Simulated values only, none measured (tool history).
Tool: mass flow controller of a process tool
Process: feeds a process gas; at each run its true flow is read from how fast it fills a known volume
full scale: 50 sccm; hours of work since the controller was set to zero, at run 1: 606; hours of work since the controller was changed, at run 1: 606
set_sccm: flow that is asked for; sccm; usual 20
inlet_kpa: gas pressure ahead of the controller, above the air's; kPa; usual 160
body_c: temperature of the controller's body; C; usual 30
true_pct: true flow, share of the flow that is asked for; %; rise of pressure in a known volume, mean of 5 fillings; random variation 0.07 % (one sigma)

run	hour	set_sccm	inlet_kpa	body_c	hours of work since the controller was set to zero	hours of work since the controller was changed	true_pct
1	0.0	20	160	30	606	606	98.47
2	169.0	20	183	30	702	702	98.41
3	323.8	11	160	30	790	790	97.92
4	524.1	20	160	26	903	903	98.36
5	643.6	20	160	37	971	971	98.12
6	790.9	29	160	37	1055	1055	98.50
7	960.1	29	160	37	1151	1151	98.25
8	1158.5	12	160	30	1263	1263	97.74
9	1323.5	12	160	30	1357	1357	97.73
10	1515.0	12	160	30	1466	1466	97.68
11	1629.6	20	151	30	1531	1531	97.90
12	1762.6	20	151	30	1606	1606	97.91
13	1871.2	20	160	30	1668	1668	97.94
14	1988.0	20	160	30	1734	1734	98.08
15	2136.8	20	160	34	1819	1819	97.85
16	2360.1	20	160	30	1945	1945	97.89
17	2514.6	20	151	30	2033	2033	97.73
18	2664.6	20	151	30	2118	2118	97.68
19	2850.1	20	160	30	2223	2223	97.74
20	3027.7	20	160	30	2324	2324	97.73
21	3153.5	20	160	30	2396	2396	97.57
22	3326.3	20	160	30	2494	2494	97.50
23	3455.4	20	160	30	2567	2567	97.29
24	3605.4	20	160	30	2652	2652	97.50
25	3699.3	20	160	23	2705	2705	97.58
26	3852.5	12	217	23	2792	2792	97.34
27	3993.8	12	217	36	2872	2872	97.08
28	4164.5	20	193	30	2969	2969	97.53
29	4266.3	6	159	32	3027	3027	96.59
30	4491.0	20	262	35	3155	3155	97.46
31	4651.6	20	160	37	3246	3246	97.16
# hour 4701.6: gauge calibrated
32	4844.0	21	274	22	3355	3355	98.92
33	5044.6	19	160	27	3469	3469	98.33
34	5146.7	49	195	30	3527	3527	99.67
35	5260.9	49	195	30	3592	3592	99.73
36	5427.3	8	168	22	3686	3686	97.87
37	5594.5	22	240	22	3781	3781	98.60
38	5721.9	22	240	22	3853	3853	98.69
39	5835.8	22	208	22	3918	3918	98.50
40	5929.3	31	145	25	3971	3971	98.59
41	6113.7	31	145	25	4076	4076	98.53
42	6315.7	16	218	30	4190	4190	97.88
43	6500.4	6	218	40	4295	4295	97.27
44	6623.0	6	218	40	4365	4365	97.27
45	6787.8	20	160	28	4458	4458	97.95
46	6958.6	10	169	24	4555	4555	97.55
47	7143.6	5	229	23	4660	4660	97.51

Some steps in true_pct between neighbouring runs. How much of each would the tool show without its hidden state too (settings, what came in, random variation), and how much is left for the hidden state, with any gauge scatter that isn't in both results?
The hidden state here: flow at rest that the sensor doesn't see, % of full scale; true flow over the shown one, %; drift of the gauge itself on true_pct, %.
Run 29 -> 30: set_sccm 6 -> 20, inlet_kpa 159 -> 262, body_c 32 -> 35. true_pct +0.87 %: hidden state -0.09, all else +0.96.
Run 31 -> 32: set_sccm 20 -> 21, inlet_kpa 160 -> 274, body_c 37 -> 22, gauge calibrated. true_pct +1.76 %: hidden state +1.22, all else +0.54.
Run 33 -> 34: set_sccm 19 -> 49, inlet_kpa 160 -> 195, body_c 27 -> 30. true_pct +1.34 %: hidden state -0.03, all else +1.37.
Run 35 -> 36: set_sccm 49 -> 8, inlet_kpa 195 -> 168, body_c 30 -> 22. true_pct -1.86 %: hidden state -0.04, all else -1.82.
Run 44 -> 45: set_sccm 6 -> 20, inlet_kpa 218 -> 160, body_c 40 -> 28. true_pct +0.68 %: hidden state -0.07, all else +0.75.
